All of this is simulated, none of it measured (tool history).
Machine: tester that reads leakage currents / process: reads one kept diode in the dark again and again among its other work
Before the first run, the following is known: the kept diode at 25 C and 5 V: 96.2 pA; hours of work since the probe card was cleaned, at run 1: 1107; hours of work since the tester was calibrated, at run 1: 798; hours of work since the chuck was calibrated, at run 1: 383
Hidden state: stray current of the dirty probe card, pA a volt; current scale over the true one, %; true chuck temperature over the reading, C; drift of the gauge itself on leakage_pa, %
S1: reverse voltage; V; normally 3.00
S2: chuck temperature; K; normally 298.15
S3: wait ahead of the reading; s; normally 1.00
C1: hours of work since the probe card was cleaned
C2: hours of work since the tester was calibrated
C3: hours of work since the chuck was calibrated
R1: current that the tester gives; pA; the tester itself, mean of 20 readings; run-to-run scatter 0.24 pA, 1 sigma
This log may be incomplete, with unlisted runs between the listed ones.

run 1 hour=0.0 | S1=3.00 S2=298.15 S3=1.00 | C1=1107 C2=798 C3=383 | R1=85.63
run 2 hour=31.8 | S1=3.00 S2=298.15 S3=1.00 | C1=1123 C2=814 C3=399 | R1=85.66
run 3 hour=58.9 | S1=3.00 S2=298.15 S3=1.00 | C1=1137 C2=827 C3=412 | R1=85.60
run 4 hour=96.9 | S1=3.00 S2=298.15 S3=1.00 | C1=1156 C2=847 C3=432 | R1=86.09
run 5 hour=123.4 | S1=3.00 S2=298.15 S3=1.00 | C1=1170 C2=860 C3=445 | R1=86.12
run 6 hour=155.0 | S1=14.80 S2=298.15 S3=1.00 | C1=1186 C2=876 C3=461 | R1=175.48
run 7 hour=176.2 | S1=1.09 S2=298.15 S3=1.00 | C1=1197 C2=887 C3=472 | R1=56.54
-- hour=180.8 chuck's temperature calibrated
run 8 hour=205.6 | S1=3.00 S2=298.15 S3=0.42 | C1=1211 C2=901 C3=13 | R1=90.61
run 9 hour=239.9 | S1=3.00 S2=298.15 S3=0.42 | C1=1228 C2=919 C3=30 | R1=91.47
run 10 hour=272.0 | S1=3.00 S2=302.15 S3=1.44 | C1=1244 C2=935 C3=46 | R1=124.28
run 11 hour=314.3 | S1=7.44 S2=311.15 S3=1.99 | C1=1266 C2=956 C3=68 | R1=377.95
-- hour=343.0 chuck's temperature calibrated, once more
run 12 hour=349.4 | S1=1.18 S2=293.15 S3=3.95 | C1=1283 C2=973 C3=3 | R1=35.70
run 13 hour=387.4 | S1=1.63 S2=293.15 S3=1.39 | C1=1302 C2=993 C3=23 | R1=41.26
run 14 hour=415.6 | S1=3.00 S2=324.15 S3=7.64 | C1=1316 C2=1007 C3=37 | R1=657.27
run 15 hour=435.0 | S1=3.00 S2=324.15 S3=7.64 | C1=1326 C2=1017 C3=47 | R1=660.34

For each entry between runs, how does the tool's hidden state at the last listed run before it compare with that at the first listed run after it?
In the gap between runs 7 and 8: chuck's temperature calibrated (hour 180.8)
  stray current of the dirty probe card, pA a volt: 0.977 -> 0.988; current scale over the true one, %: -0.67 -> -0.68; true chuck temperature over the reading, C: 0.65 -> 0.99
  difference, measured minus the result without the unlogged condition, R1: +3.78 -> +9.49 pA
In the gap between runs 11 and 12: chuck's temperature calibrated, once more (hour 343.0)
  stray current of the dirty probe card, pA a volt: 1.03 -> 1.043; true chuck temperature over the reading, C: 1.06 -> 0.06
  difference, measured minus the result without the unlogged condition, R1: +35.62 -> +1.15 pA
